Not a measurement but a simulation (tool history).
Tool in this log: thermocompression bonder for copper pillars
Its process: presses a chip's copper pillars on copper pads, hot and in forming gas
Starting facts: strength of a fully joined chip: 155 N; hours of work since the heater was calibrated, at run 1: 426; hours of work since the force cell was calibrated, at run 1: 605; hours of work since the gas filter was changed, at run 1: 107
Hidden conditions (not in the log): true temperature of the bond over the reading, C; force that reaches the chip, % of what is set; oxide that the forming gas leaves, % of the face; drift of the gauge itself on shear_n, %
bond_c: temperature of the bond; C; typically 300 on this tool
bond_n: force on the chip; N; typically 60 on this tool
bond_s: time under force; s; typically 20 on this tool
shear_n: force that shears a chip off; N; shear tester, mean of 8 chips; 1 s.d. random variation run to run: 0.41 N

run	day	bond_c	bond_n	bond_s	hours of work since the heater was calibrated	hours of work since the force cell was calibrated	hours of work since the gas filter was changed	shear_n
1	0	300	60	20	426	605	107	75.7
# day 0.429: forming gas filter changed
2	0.517	300	60	20	433	612	1	79.6
3	1.175	300	60	24	442	621	10	83.3
4	1.708	300	60	20	450	628	18	78.2
5	2.062	300	60	11	455	633	23	62.7
6	2.533	300	60	16	461	640	30	72.3
7	3.254	300	60	13	471	650	40	67.1
8	3.808	300	60	13	479	658	48	66.4
9	4.554	300	59	20	490	668	58	76
10	4.879	300	60	20	494	673	63	76.5
11	5.458	300	60	20	503	681	71	76.2
12	6.192	300	60	20	513	692	81	75.6
13	6.771	300	60	12	521	700	89	63
14	7.338	300	60	12	529	708	97	63.2
15	7.883	300	60	20	537	715	105	75.6
16	8.338	300	40	18	543	722	111	54.3
# day 8.45: forming gas filter changed
17	8.833	291	44	20	550	728	5	59
18	9.571	291	44	20	560	739	16	58.2
19	9.971	313	44	57	566	744	21	99
20	10.638	313	44	57	575	754	31	97.8
21	11.038	291	44	57	581	759	36	84.4
22	11.779	300	57	12	591	770	47	61.5
23	12.217	300	57	12	597	776	53	62.1
24	12.879	298	60	19	607	785	62	74.1
25	13.3	312	60	12	613	791	68	70.1
26	13.883	294	60	12	621	800	77	60.2
27	14.358	294	60	12	627	806	83	59.5
28	14.817	294	60	12	634	813	90	59.8
# day 15.312: force cell calibrated
29	15.483	294	60	12	642	2	98	57.7

Results for each run, recomputed without the tool's hidden state and with each run's random variation untouched:
run	shear_n
1	80.9
2	81
3	85
4	80.3
5	64.7
6	74.7
7	69.7
8	69.3
9	79.7
10	80.5
11	80.5
12	80.3
13	67.3
14	67.9
15	81.4
16	58.8
17	60.8
18	60.4
19	101.9
20	101.2
21	88.1
22	64.7
23	65.6
24	78.6
25	74.3
26	64.5
27	64
28	64.5
29	64.2
